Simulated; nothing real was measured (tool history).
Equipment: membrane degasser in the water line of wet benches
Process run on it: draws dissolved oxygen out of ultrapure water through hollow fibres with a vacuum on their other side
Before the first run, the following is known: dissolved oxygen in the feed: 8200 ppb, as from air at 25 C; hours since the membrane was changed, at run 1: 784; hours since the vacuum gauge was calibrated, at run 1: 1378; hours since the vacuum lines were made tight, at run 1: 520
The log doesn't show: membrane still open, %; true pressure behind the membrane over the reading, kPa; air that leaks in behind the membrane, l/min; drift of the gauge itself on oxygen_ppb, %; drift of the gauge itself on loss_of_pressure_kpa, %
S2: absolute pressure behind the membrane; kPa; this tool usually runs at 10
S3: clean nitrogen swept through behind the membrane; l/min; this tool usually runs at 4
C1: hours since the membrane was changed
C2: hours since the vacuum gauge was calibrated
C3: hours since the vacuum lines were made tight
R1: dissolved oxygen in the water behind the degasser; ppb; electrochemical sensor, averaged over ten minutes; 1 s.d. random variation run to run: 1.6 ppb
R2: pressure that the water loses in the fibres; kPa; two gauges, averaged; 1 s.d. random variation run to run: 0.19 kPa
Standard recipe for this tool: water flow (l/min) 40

Run 1, day 0: usual settings; C1 784; C2 1378; C3 520. Result: R1 177.8 ppb, R2 41.09 kPa.
Run 2, day 2.358: usual settings; C1 840; C2 1434; C3 577. Result: R1 176.1 ppb, R2 41.01 kPa.
Run 3, day 4.708: usual settings; C1 897; C2 1491; C3 633. Result: R1 181.6 ppb, R2 41.29 kPa.
Run 4, day 6.6: usual settings; C1 942; C2 1536; C3 678. Result: R1 179.9 ppb, R2 41.27 kPa.
Run 5, day 9.458: usual settings; C1 1011; C2 1605; C3 747. Result: R1 178.1 ppb, R2 41.55 kPa.
Run 6, day 12.812: usual settings; C1 1091; C2 1685; C3 828. Result: R1 177.8 ppb, R2 41.32 kPa.
Run 7, day 14.338: usual settings but S3 3.77 l/min; C1 1128; C2 1722; C3 864. Result: R1 191.3 ppb, R2 41.02 kPa.
Run 8, day 15.996: usual settings; C1 1167; C2 1762; C3 904. Result: R1 181 ppb, R2 41.47 kPa.
Run 9, day 19.179: usual settings but water flow (l/min) 52; C1 1244; C2 1838; C3 980. Result: R1 252.9 ppb, R2 53.67 kPa.
Run 10, day 22.55: usual settings; C1 1325; C2 1919; C3 1061. Result: R1 176.1 ppb, R2 41.17 kPa.
Run 11, day 25.9: usual settings; C1 1405; C2 1999; C3 1142. Result: R1 179.4 ppb, R2 41.37 kPa.
Run 12, day 28.629: usual settings; C1 1471; C2 2065; C3 1207. Result: R1 180.7 ppb, R2 41.55 kPa.
Run 13, day 30.512: usual settings; C1 1516; C2 2110; C3 1252. Result: R1 177.4 ppb, R2 41.15 kPa.
Run 14, day 32.254: usual settings but S2 7.6 kPa, S3 3.2 l/min; C1 1558; C2 2152; C3 1294. Result: R1 148.1 ppb, R2 41.53 kPa.
Run 15, day 35.117: usual settings but S2 7.6 kPa, S3 3.2 l/min; C1 1626; C2 2221; C3 1363. Result: R1 150.2 ppb, R2 41.61 kPa.
Run 16, day 37.967: usual settings but water flow (l/min) 25, S2 7 kPa, S3 4.28 l/min; C1 1695; C2 2289; C3 1431. Result: R1 57.6 ppb, R2 25.95 kPa.
Run 17, day 39.883: usual settings but water flow (l/min) 34, S2 14.4 kPa, S3 10.93 l/min; C1 1741; C2 2335; C3 1477. Result: R1 97.5 ppb, R2 35.15 kPa.
Run 18, day 43.012: usual settings but water flow (l/min) 28, S2 20.5 kPa, S3 3.57 l/min; C1 1816; C2 2410; C3 1552. Result: R1 321 ppb, R2 29.29 kPa.
Run 19, day 44.633: usual settings but S2 7.3 kPa, S3 9.33 l/min; C1 1855; C2 2449; C3 1591. Result: R1 64.8 ppb, R2 41.89 kPa.
Run 20, day 47.617: usual settings but water flow (l/min) 48, S2 7.3 kPa, S3 9.33 l/min; C1 1926; C2 2521; C3 1663. Result: R1 92 ppb, R2 50.45 kPa.
Run 21, day 50.596: usual settings but water flow (l/min) 46, S2 7 kPa, S3 2.44 l/min; C1 1998; C2 2592; C3 1734. Result: R1 198.8 ppb, R2 47.86 kPa.
Run 22, day 52.796: usual settings but water flow (l/min) 46, S2 7 kPa, S3 2.44 l/min; C1 2051; C2 2645; C3 1787. Result: R1 197.6 ppb, R2 47.96 kPa.
Run 23, day 54.421: usual settings but water flow (l/min) 34, S2 10.6 kPa; C1 2090; C2 2684; C3 1826. Result: R1 164.6 ppb, R2 35.77 kPa.

5 ways to go on from here, each from the tool as it stands after run 23. What would each give?
Run A, day 57.158: usual settings but water flow (l/min) 28, S2 10.6 kPa; C1 2155; C2 2750; C3 1892. Result: R1 ?, R2 ?.
Run B, day 57.158: usual settings but S2 9.3 kPa, S3 2.04 l/min; C1 2155; C2 2750; C3 1892. Result: R1 ?, R2 ?.
Run C, day 57.158: usual settings but water flow (l/min) 61, S2 10.8 kPa, S3 2.74 l/min; C1 2155; C2 2750; C3 1892. Result: R1 ?, R2 ?.
Run D, day 57.158: usual settings but water flow (l/min) 34, S2 8.9 kPa, S3 7.75 l/min; C1 2155; C2 2750; C3 1892. Result: R1 ?, R2 ?.
Run E, day 57.158: usual settings but water flow (l/min) 29, S2 14.8 kPa, S3 8.73 l/min; C1 2155; C2 2750; C3 1892. Result: R1 ?, R2 ?.

run     R1     R2
  A  130.1  29.03
  B  290.2  41.48
  C  442.9   63.5
  D   73.4  35.49
  E  100.6  30.37
Stripped of hidden state, with their random variation kept, the same runs would have yielded:
run     R1     R2
  A  125.1  28.39
  B  278.9  40.56
  C    426  62.11
  D   69.5  34.71
  E   97.3   29.7
